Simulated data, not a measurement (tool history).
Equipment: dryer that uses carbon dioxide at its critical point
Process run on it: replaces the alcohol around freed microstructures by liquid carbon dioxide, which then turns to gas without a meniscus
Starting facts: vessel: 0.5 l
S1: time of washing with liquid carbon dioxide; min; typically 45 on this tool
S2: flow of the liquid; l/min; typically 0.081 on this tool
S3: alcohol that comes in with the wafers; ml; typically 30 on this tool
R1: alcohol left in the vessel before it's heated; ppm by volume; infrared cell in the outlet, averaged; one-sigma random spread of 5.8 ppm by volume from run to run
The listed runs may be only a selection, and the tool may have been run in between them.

run  hour  S1      S2   S3   R1
  1     0  45   0.081   30  249
  2   4.7  45   0.081   30  252
  3  12.6  45   0.081   30  256
  4  16.7  45   0.081   30  252
  5  23.9  45   0.081   30  260
  6  30.2  45   0.081   70  547
  7  36.8  45   0.081   70  576
  8  44.7  45   0.081   70  594
  9  50.2  45   0.081   30  267
 10  55.2  45   0.081  103  862
 11    61  45  0.0757   21  274
 12  70.1  45  0.0757   21  271
 13    75  63   0.081   30   58
 14  79.2  45   0.081   34  314

Run 15, settings as shown, results not yet in. Your forecast:
 15  83.5  31  0.081  67   ?

{"run 15": {"R1": 2975}}
If the tool had no hidden condition, the same run with the same run-to-run variation would have returned R1 2474 ppm by volume.
